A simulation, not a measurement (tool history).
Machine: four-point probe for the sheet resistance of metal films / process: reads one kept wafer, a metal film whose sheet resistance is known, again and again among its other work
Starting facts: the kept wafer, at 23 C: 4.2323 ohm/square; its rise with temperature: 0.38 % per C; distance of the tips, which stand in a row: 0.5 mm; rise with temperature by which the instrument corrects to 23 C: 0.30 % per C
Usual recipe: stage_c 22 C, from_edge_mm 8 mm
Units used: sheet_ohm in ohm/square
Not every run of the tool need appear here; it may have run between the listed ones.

Run 1, hour 0.0: usual settings. Result: sheet_ohm 4.236233 ohm/square.
Run 2, hour 42.5: usual settings. Result: sheet_ohm 4.235588 ohm/square.
Run 3, hour 66.7: usual settings. Result: sheet_ohm 4.237478 ohm/square.
Run 4, hour 105.9: usual settings but stage_c 23 C. Result: sheet_ohm 4.238637 ohm/square.
Run 5, hour 143.7: usual settings but stage_c 23 C. Result: sheet_ohm 4.242885 ohm/square.
Run 6, hour 186.4: usual settings but stage_c 23 C. Result: sheet_ohm 4.241658 ohm/square.
Run 7, hour 217.4: usual settings but from_edge_mm 35 mm. Result: sheet_ohm 4.229326 ohm/square.
Run 8, hour 252.7: usual settings but from_edge_mm 35 mm. Result: sheet_ohm 4.229266 ohm/square.
Run 9, hour 295.7: usual settings but from_edge_mm 10 mm. Result: sheet_ohm 4.235698 ohm/square.
Run 10, hour 333.9: usual settings. Result: sheet_ohm 4.239665 ohm/square.
Run 11, hour 356.6: usual settings. Result: sheet_ohm 4.239983 ohm/square.
Run 12, hour 391.0: usual settings. Result: sheet_ohm 4.239575 ohm/square.
Run 13, hour 440.3: usual settings. Result: sheet_ohm 4.239797 ohm/square.
Run 14, hour 467.0: usual settings. Result: sheet_ohm 4.241169 ohm/square.
Run 15, hour 489.3: usual settings but stage_c 35 C. Result: sheet_ohm 4.286777 ohm/square.
At hour 494.1: stage's thermometer calibrated.
Run 16, hour 523.3: usual settings but stage_c 32 C. Result: sheet_ohm 4.268951 ohm/square.
Run 17, hour 569.1: usual settings but stage_c 32 C. Result: sheet_ohm 4.270387 ohm/square.
Run 18, hour 600.8: usual settings but stage_c 32 C. Result: sheet_ohm 4.270319 ohm/square.
Run 19, hour 646.7: usual settings but stage_c 32 C. Result: sheet_ohm 4.269507 ohm/square.
Run 20, hour 695.6: usual settings but stage_c 21 C, from_edge_mm 39 mm. Result: sheet_ohm 4.225891 ohm/square.
Run 21, hour 729.9: usual settings but stage_c 31 C, from_edge_mm 9 mm. Result: sheet_ohm 4.267958 ohm/square.
Run 22, hour 776.1: usual settings but stage_c 21 C, from_edge_mm 5 mm. Result: sheet_ohm 4.247160 ohm/square.
Run 23, hour 829.0: usual settings but stage_c 26 C, from_edge_mm 12 mm. Result: sheet_ohm 4.247019 ohm/square.
Run 24, hour 879.3: usual settings but stage_c 26 C, from_edge_mm 12 mm. Result: sheet_ohm 4.246912 ohm/square.
Run 25, hour 916.2: usual settings but from_edge_mm 12 mm. Result: sheet_ohm 4.233338 ohm/square.
Run 26, hour 940.9: usual settings but from_edge_mm 12 mm. Result: sheet_ohm 4.233796 ohm/square.
Run 27, hour 966.0: usual settings but from_edge_mm 12 mm. Result: sheet_ohm 4.232236 ohm/square.
Run 28, hour 1005.8: usual settings but stage_c 28 C, from_edge_mm 12 mm. Result: sheet_ohm 4.255968 ohm/square.
Run 29, hour 1029.3: usual settings but stage_c 19 C, from_edge_mm 20 mm. Result: sheet_ohm 4.222045 ohm/square.
Run 30, hour 1074.8: usual settings but stage_c 19 C, from_edge_mm 20 mm. Result: sheet_ohm 4.221857 ohm/square.
Run 31, hour 1112.2: usual settings but stage_c 23 C, from_edge_mm 21 mm. Result: sheet_ohm 4.236885 ohm/square.
Run 32, hour 1162.0: usual settings but stage_c 23 C, from_edge_mm 19 mm. Result: sheet_ohm 4.238153 ohm/square.

Predict the results of run 33:
Run 33, hour 1215.0: usual settings but stage_c 21 C, from_edge_mm 4 mm. Result: sheet_ohm ?.

Run 33 gave sheet_ohm 4.264465 ohm/square.
The same run, on a tool lacking any hidden state, would have yielded sheet_ohm 4.260380 ohm/square.

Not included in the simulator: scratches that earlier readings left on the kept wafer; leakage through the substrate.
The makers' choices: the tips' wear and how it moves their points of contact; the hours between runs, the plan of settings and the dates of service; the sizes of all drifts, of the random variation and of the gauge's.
